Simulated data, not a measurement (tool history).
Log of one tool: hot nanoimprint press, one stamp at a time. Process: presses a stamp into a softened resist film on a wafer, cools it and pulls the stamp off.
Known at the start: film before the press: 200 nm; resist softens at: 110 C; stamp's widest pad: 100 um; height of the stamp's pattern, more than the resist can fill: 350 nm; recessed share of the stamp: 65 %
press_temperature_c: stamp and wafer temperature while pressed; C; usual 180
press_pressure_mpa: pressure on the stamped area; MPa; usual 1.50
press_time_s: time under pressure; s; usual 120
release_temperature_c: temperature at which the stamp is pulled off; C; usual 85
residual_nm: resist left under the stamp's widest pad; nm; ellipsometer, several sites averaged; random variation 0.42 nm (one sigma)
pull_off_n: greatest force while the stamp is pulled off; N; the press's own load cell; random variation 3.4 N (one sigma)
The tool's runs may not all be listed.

Run 1, hour 0.0: usual settings. Result: residual_nm 88.4 nm, pull_off_n 207 N.
Run 2, hour 5.0: usual settings. Result: residual_nm 88.9 nm, pull_off_n 217 N.
Run 3, hour 16.5: usual settings. Result: residual_nm 89.4 nm, pull_off_n 203 N.
Run 4, hour 26.0: usual settings. Result: residual_nm 88.4 nm, pull_off_n 193 N.
Run 5, hour 34.8: usual settings but press_pressure_mpa 2.24 MPa. Result: residual_nm 74.6 nm, pull_off_n 201 N.
Run 6, hour 45.5: usual settings but press_pressure_mpa 2.24 MPa. Result: residual_nm 74.4 nm, pull_off_n 205 N.
Run 7, hour 56.2: usual settings but press_pressure_mpa 2.24 MPa. Result: residual_nm 74.3 nm, pull_off_n 202 N.
At hour 63.1: stamp cleaned and given a new release coat.
Run 8, hour 72.7: usual settings but press_pressure_mpa 2.24 MPa. Result: residual_nm 73.7 nm, pull_off_n 164 N.
Run 9, hour 83.5: usual settings but press_pressure_mpa 2.24 MPa. Result: residual_nm 74.9 nm, pull_off_n 160 N.
Run 10, hour 89.4: usual settings but press_pressure_mpa 2.24 MPa. Result: residual_nm 74.9 nm, pull_off_n 160 N.
Run 11, hour 100.7: usual settings but press_pressure_mpa 2.24 MPa. Result: residual_nm 74.7 nm, pull_off_n 163 N.
Run 12, hour 109.5: usual settings but press_pressure_mpa 2.24 MPa. Result: residual_nm 74.2 nm, pull_off_n 164 N.
Run 13, hour 115.7: usual settings but press_pressure_mpa 2.24 MPa. Result: residual_nm 74.6 nm, pull_off_n 161 N.
Run 14, hour 127.5: usual settings. Result: residual_nm 88.7 nm, pull_off_n 158 N.
Run 15, hour 135.4: usual settings but press_pressure_mpa 1.09 MPa. Result: residual_nm 100.1 nm, pull_off_n 158 N.
At hour 143.3: plate thermocouple calibrated.
Run 16, hour 146.1: usual settings. Result: residual_nm 93.3 nm, pull_off_n 169 N.
Run 17, hour 153.6: usual settings but press_temperature_c 171 C, release_temperature_c 84 C. Result: residual_nm 145.7 nm, pull_off_n 169 N.
Run 18, hour 163.2: usual settings but press_temperature_c 184 C, press_pressure_mpa 1.46 MPa, release_temperature_c 82 C. Result: residual_nm 75.3 nm, pull_off_n 176 N.
Run 19, hour 170.6: usual settings but press_temperature_c 168 C, press_pressure_mpa 1.48 MPa, press_time_s 174 s, release_temperature_c 88 C. Result: residual_nm 151.1 nm, pull_off_n 164 N.
Run 20, hour 180.5: usual settings but press_temperature_c 168 C, press_pressure_mpa 1.48 MPa, press_time_s 174 s, release_temperature_c 88 C. Result: residual_nm 150.3 nm, pull_off_n 161 N.
Run 21, hour 192.0: usual settings but press_temperature_c 178 C, press_pressure_mpa 1.73 MPa, press_time_s 111 s, release_temperature_c 78 C. Result: residual_nm 101.7 nm, pull_off_n 194 N.
Run 22, hour 198.0: usual settings but press_temperature_c 178 C, press_pressure_mpa 1.73 MPa, press_time_s 111 s, release_temperature_c 78 C. Result: residual_nm 101.8 nm, pull_off_n 195 N.
Run 23, hour 206.5: usual settings but press_temperature_c 172 C, press_pressure_mpa 1.19 MPa, press_time_s 88 s. Result: residual_nm 158.0 nm, pull_off_n 173 N.
Run 24, hour 217.3: usual settings but press_temperature_c 172 C, press_pressure_mpa 1.19 MPa, press_time_s 88 s. Result: residual_nm 157.5 nm, pull_off_n 174 N.
Run 25, hour 223.4: usual settings but press_pressure_mpa 1.60 MPa, release_temperature_c 82 C. Result: residual_nm 91.9 nm, pull_off_n 174 N.
Run 26, hour 229.5: usual settings but press_pressure_mpa 1.03 MPa. Result: residual_nm 108.6 nm, pull_off_n 171 N.
Run 27, hour 241.3: usual settings but press_pressure_mpa 1.03 MPa. Result: residual_nm 108.6 nm, pull_off_n 168 N.
Run 28, hour 247.4: usual settings but press_pressure_mpa 1.03 MPa, press_time_s 92 s. Result: residual_nm 118.2 nm, pull_off_n 169 N.
Run 29, hour 254.3: usual settings but press_temperature_c 175 C, press_pressure_mpa 0.99 MPa. Result: residual_nm 138.3 nm, pull_off_n 170 N.
Run 30, hour 266.4: usual settings but press_temperature_c 175 C, press_pressure_mpa 1.25 MPa, release_temperature_c 83 C. Result: residual_nm 129.0 nm, pull_off_n 168 N.
Run 31, hour 272.7: usual settings but press_pressure_mpa 1.87 MPa, release_temperature_c 73 C. Result: residual_nm 85.2 nm, pull_off_n 212 N.

Measured less the same run without the tool's hidden state. The same run-to-run variation is in both; the gauge's scatter may not be:
The hidden state here: true temperature over the reading, C; pressure that arrives at the usual setting, %; grip of the stamp's worn release coat, % over a new coat's; drift of the gauge itself on residual_nm, %; drift of the gauge itself on pull_off_n, %.
run  residual_nm  pull_off_n
  1         -3.2         +42
  2         -3.2         +45
  3         -3.2         +42
  4         -3.2         +41
  5         -2.7         +42
  6         -2.8         +44
  7         -2.8         +43
  8         -2.8          -2
  9         -2.8          -2
 10         -2.8          -1
 11         -2.9          +0
 12         -2.9          -1
 13         -2.9          +0
 14         -3.6          +0
 15         -4.0          +0
 16         +1.9          +5
 17         +2.1          +5
 18         +1.6          +5
 19         +2.0          +6
 20         +2.0          +7
 21         +2.0          +8
 22         +2.0          +9
 23         +1.5          +8
 24         +1.5          +9
 25         +1.8          +8
 26         +1.6          +9
 27         +1.5         +10
 28         +1.5          +9
 29         +1.4         +10
 30         +1.6         +10
 31         +1.7         +13
